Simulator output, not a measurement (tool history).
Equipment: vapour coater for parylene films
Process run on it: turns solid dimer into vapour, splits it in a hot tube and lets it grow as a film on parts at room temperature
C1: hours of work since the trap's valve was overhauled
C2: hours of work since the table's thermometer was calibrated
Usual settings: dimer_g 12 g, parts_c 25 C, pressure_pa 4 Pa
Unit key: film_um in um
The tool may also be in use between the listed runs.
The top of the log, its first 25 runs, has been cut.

{"run": 26, "hour": 1234.5, "dimer_g": 5, "parts_c": 25, "pressure_pa": 4, "C1": 389, "C2": 584, "film_um": 4.38}
{"run": 27, "hour": 1281.1, "dimer_g": 5, "parts_c": 25, "pressure_pa": 4, "C1": 420, "C2": 615, "film_um": 4.44}
{"run": 28, "hour": 1339.1, "dimer_g": 9, "parts_c": 25, "pressure_pa": 3.6, "C1": 460, "C2": 655, "film_um": 8.1}
{"run": 29, "hour": 1369.7, "dimer_g": 9, "parts_c": 25, "pressure_pa": 3.6, "C1": 481, "C2": 676, "film_um": 8.1}
{"run": 30, "hour": 1434.0, "dimer_g": 13, "parts_c": 22, "pressure_pa": 4, "C1": 525, "C2": 720, "film_um": 12.98}
{"run": 31, "hour": 1466.7, "dimer_g": 6, "parts_c": 21, "pressure_pa": 4.54, "C1": 547, "C2": 742, "film_um": 6.1}
{"run": 32, "hour": 1513.1, "dimer_g": 11, "parts_c": 35, "pressure_pa": 8.43, "C1": 579, "C2": 774, "film_um": 5.84}
{"run": 33, "hour": 1546.0, "dimer_g": 7, "parts_c": 34, "pressure_pa": 8.69, "C1": 601, "C2": 796, "film_um": 3.88}

Here are 3 independent what-if runs from the current tool condition. What would each one return?
{"run": "A", "hour": 1604.0, "dimer_g": 12, "parts_c": 27, "pressure_pa": 2.59, "C1": 641, "C2": 836, "film_um": "?"}
{"run": "B", "hour": 1604.0, "dimer_g": 12, "parts_c": 23, "pressure_pa": 5.51, "C1": 641, "C2": 836, "film_um": "?"}
{"run": "C", "hour": 1604.0, "dimer_g": 8, "parts_c": 22, "pressure_pa": 4, "C1": 641, "C2": 836, "film_um": "?"}

run=A film_um=10.97
run=B film_um=10.71
run=C film_um=7.99
Had the tool no hidden state, the same runs would have come out as:
run=A film_um=10.68
run=B film_um=10.43
run=C film_um=7.79

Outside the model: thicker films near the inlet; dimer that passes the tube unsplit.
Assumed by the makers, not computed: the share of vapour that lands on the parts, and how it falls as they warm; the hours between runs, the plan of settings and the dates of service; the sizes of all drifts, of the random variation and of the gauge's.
